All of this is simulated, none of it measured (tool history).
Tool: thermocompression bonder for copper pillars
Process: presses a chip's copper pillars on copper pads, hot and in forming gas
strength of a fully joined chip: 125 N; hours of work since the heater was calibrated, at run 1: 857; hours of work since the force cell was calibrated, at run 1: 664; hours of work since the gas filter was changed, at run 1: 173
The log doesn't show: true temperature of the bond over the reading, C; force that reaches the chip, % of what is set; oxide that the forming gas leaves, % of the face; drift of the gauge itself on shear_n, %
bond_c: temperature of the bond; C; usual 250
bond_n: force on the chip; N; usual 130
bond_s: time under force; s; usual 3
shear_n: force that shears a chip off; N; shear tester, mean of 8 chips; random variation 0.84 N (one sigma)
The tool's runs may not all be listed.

run	hour	bond_c	bond_n	bond_s	hours of work since the heater was calibrated	hours of work since the force cell was calibrated	hours of work since the gas filter was changed	shear_n
1	0	250	130	3	857	664	173	57.1
2	39.4	250	130	3	877	683	192	56.3
3	79.2	271	130	3	897	703	212	70.9
4	110.6	271	130	3	912	719	228	70.1
5	169.1	271	130	3	941	748	257	69.3
6	206.6	250	130	3	960	767	276	54.3
7	243.3	250	130	3	978	785	294	53.7
8	281.7	250	130	2	998	804	313	45.4
9	308.6	250	130	2	1011	818	326	45
# hour 314.2: force cell calibrated
# hour 314.7: forming gas filter changed
10	355.9	250	110	3	1034	21	21	50.2
# hour 360.8: heater calibrated with a thermocouple chip
11	409.8	250	130	4	24	46	46	70.6
12	469	250	130	4	54	76	76	68.3
13	529	250	123	3	84	106	106	58.5
14	579.3	225	130	3	109	131	131	42.7
15	625.5	250	130	3	132	154	154	61.2
# hour 665.5: force cell calibrated, once more
16	669.1	226	179	3	153	2	175	58.9
17	698.2	231	179	2	167	16	189	54.9
18	752.4	276	98	3	194	43	216	67.8
19	795.6	276	101	2	216	65	238	59.3
20	841.6	277	130	3	239	88	261	81.5
21	876.6	277	99	6	256	105	278	84
22	932.6	270	183	5	284	133	306	98.8
# hour 976.3: forming gas filter changed
23	978.3	260	195	5	307	156	1	101.3
24	1022.6	260	195	5	329	178	23	103.9
25	1076.9	260	195	5	356	205	50	99.2
26	1118.7	270	106	3	377	225	71	69.9
27	1157	244	134	2	396	245	90	50
28	1193.5	227	118	7	414	263	108	57.7
29	1226.1	227	118	7	430	279	124	58.2

Forecast each of these 3 alternatives for the next run:
A	1279.5	259	130	3	457	306	151	?
B	1279.5	250	130	2	457	306	151	?
C	1279.5	224	78	3	457	306	151	?

run	shear_n
A	67.5
B	52
C	26.9
Without the tool's hidden state the same runs would have given:
run	shear_n
A	74.3
B	57.8
C	30.5
